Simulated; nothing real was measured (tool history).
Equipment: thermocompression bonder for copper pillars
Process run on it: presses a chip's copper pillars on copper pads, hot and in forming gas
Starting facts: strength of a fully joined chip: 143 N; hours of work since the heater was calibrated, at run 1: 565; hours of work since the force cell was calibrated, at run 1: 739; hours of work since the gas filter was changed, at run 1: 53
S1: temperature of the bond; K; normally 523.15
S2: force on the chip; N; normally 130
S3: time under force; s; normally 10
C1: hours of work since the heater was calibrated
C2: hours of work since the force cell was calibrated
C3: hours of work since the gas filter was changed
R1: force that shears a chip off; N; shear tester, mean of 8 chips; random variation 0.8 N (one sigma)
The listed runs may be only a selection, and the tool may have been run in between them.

| run | hour | S1 | S2 | S3 | C1 | C2 | C3 | R1 |
|---|---|---|---|---|---|---|---|---|
| 1 | 0.0 | 523.15 | 130 | 10 | 565 | 739 | 53 | 84.2 |
| 2 | 25.0 | 523.15 | 130 | 10 | 581 | 756 | 70 | 82.8 |
| 3 | 45.5 | 523.15 | 130 | 10 | 595 | 769 | 83 | 82.8 |
| 4 | 57.4 | 523.15 | 130 | 10 | 603 | 777 | 91 | 80.9 |
| 5 | 78.7 | 523.15 | 89 | 10 | 617 | 791 | 105 | 56.5 |
| 6 | 92.2 | 523.15 | 89 | 10 | 626 | 800 | 114 | 56.8 |
|  | 110.3 | forming gas filter changed |
| 7 | 111.8 | 523.15 | 130 | 10 | 638 | 812 | 1 | 86.2 |
| 8 | 136.5 | 523.15 | 130 | 10 | 654 | 829 | 17 | 85.3 |
| 9 | 158.8 | 523.15 | 130 | 10 | 669 | 843 | 32 | 85.0 |
| 10 | 182.3 | 523.15 | 130 | 10 | 684 | 859 | 47 | 84.7 |
| 11 | 205.7 | 523.15 | 130 | 10 | 700 | 874 | 63 | 82.8 |
| 12 | 224.7 | 510.15 | 131 | 5 | 712 | 887 | 75 | 55.9 |
| 13 | 236.8 | 547.15 | 102 | 25 | 720 | 895 | 83 | 106.1 |
| 14 | 257.6 | 547.15 | 102 | 25 | 734 | 908 | 97 | 104.3 |
| 15 | 279.7 | 547.15 | 102 | 25 | 749 | 923 | 111 | 103.0 |
|  | 301.6 | forming gas filter changed |
| 16 | 304.0 | 545.15 | 130 | 10 | 764 | 938 | 2 | 102.3 |
| 17 | 320.7 | 545.15 | 130 | 10 | 775 | 950 | 13 | 102.9 |

Below are 5 alternative next runs, each starting from the tool's condition after run 17. Predict each:
|  | 332.7 | force cell calibrated |
| A | 341.5 | 521.15 | 130 | 10 | 788 | 6 | 25 | ? |
|  | 332.7 | force cell calibrated |
| B | 341.5 | 551.15 | 109 | 10 | 788 | 6 | 25 | ? |
|  | 332.7 | force cell calibrated |
| C | 341.5 | 518.15 | 110 | 13 | 788 | 6 | 25 | ? |
|  | 332.7 | force cell calibrated |
| D | 341.5 | 545.15 | 160 | 18 | 788 | 6 | 25 | ? |
|  | 332.7 | force cell calibrated |
| E | 341.5 | 497.15 | 85 | 29 | 788 | 6 | 25 | ? |

| run | R1 |
|---|---|
| A | 89.6 |
| B | 99.6 |
| C | 80.9 |
| D | 128.0 |
| E | 66.9 |
Had the tool no hidden state, the same runs would have come out as:
| run | R1 |
|---|---|
| A | 94.2 |
| B | 103.8 |
| C | 85.2 |
| D | 131.5 |
| E | 71.1 |

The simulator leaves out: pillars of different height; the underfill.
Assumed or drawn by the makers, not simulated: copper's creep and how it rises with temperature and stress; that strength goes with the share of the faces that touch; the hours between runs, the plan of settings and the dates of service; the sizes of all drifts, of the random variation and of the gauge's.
